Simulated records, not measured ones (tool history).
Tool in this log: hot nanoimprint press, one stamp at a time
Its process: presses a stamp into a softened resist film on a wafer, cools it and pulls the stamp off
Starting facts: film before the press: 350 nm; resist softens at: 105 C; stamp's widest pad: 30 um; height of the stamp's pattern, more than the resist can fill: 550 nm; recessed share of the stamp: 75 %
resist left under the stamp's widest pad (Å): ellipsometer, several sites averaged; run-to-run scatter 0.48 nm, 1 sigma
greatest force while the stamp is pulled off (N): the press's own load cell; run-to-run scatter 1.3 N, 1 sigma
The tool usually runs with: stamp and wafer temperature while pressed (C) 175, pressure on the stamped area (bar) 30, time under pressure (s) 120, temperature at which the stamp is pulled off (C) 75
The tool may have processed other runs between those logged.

run   hour  stamp and wafer temperature while pressed (C)  pressure on the stamped area (bar)  time under pressure (s)  temperature at which the stamp is pulled off (C)  resist left under the stamp's widest pad (Å)  greatest force while the stamp is pulled off (N)
  1      0                                            175                                  30                      120                                                75                                          1282                                                94
  2   11.7                                            175                                  30                      120                                                75                                          1291                                                90
  3   25.7                                            175                                  30                      120                                                75                                          1293                                                92
  4   39.5                                            175                                  30                      176                                                75                                          1116                                                92
  5   46.3                                            175                                42.1                      120                                                75                                          1053                                                92
  6     55                                            175                                42.1                      120                                                75                                          1050                                                90
  7   61.3                                            175                                42.1                      120                                                75                                          1041                                                95
  8   75.5                                            175                                  30                      120                                                75                                          1278                                                91
  9   83.6                                            175                                  30                      120                                                75                                          1277                                                91
 10   92.6                                            175                                  30                       63                                                75                                          1584                                                91
 11  106.8                                            175                                  30                       63                                                75                                          1583                                                94
 12  117.7                                            175                                  30                       63                                                75                                          1588                                                93
 13  127.9                                            175                                23.7                       63                                                75                                          1805                                                91
 14  134.7                                            175                                  30                      120                                                75                                          1280                                                95
 15  147.3                                            175                                20.6                      120                                                75                                          1578                                                94
 16  153.6                                            175                                20.6                      120                                                75                                          1577                                                93
 17  167.2                                            175                                20.6                      120                                                75                                          1584                                                93
 18  179.6                                            175                                20.6                      120                                                75                                          1588                                                91
 19  187.3                                            172                                  44                      124                                                71                                          1090                                               105
 20  193.4                                            175                                26.3                      120                                                63                                          1378                                               125
 21  201.4                                            175                                26.3                      120                                                63                                          1369                                               126
 22    208                                            175                                  30                      120                                                73                                          1269                                                99
 23  220.3                                            175                                25.8                      120                                                68                                          1389                                               112
 24  231.8                                            175                                26.3                       81                                                77                                          1559                                                90
 25  244.6                                            165                                  30                      120                                                80                                          1670                                                79
 26  254.2                                            165                                  30                      120                                                80                                          1673                                                79
 27  261.2                                            165                                  30                      120                                                80                                          1676                                                79
 28  267.4                                            175                                22.1                      120                                                75                                          1513                                                92
 29  276.7                                            172                                22.1                      120                                                75                                          1643                                                92

Branching from run 29: 5 alternative next runs. What would each branch give?
  A  285.5                                            172                                22.1                       98                                                74                                             ?                                                 ?
  B  285.5                                            175                                  30                      120                                                65                                             ?                                                 ?
  C  285.5                                            173                                22.1                      185                                                75                                             ?                                                 ?
  D  285.5                                            170                                19.1                      120                                                73                                             ?                                                 ?
  E  285.5                                            175                                25.8                      120                                                60                                             ?                                                 ?

run  resist left under the stamp's widest pad (Å)  greatest force while the stamp is pulled off (N)
  A                                          1744                                                97
  B                                          1267                                               121
  C                                          1370                                                95
  D                                          1852                                               100
  E                                          1383                                               134
What these runs would have given with no unlogged condition in the tool:
run  resist left under the stamp's widest pad (Å)  greatest force while the stamp is pulled off (N)
  A                                          1779                                                96
  B                                          1293                                               120
  C                                          1398                                                94
  D                                          1890                                               100
  E                                          1411                                               133

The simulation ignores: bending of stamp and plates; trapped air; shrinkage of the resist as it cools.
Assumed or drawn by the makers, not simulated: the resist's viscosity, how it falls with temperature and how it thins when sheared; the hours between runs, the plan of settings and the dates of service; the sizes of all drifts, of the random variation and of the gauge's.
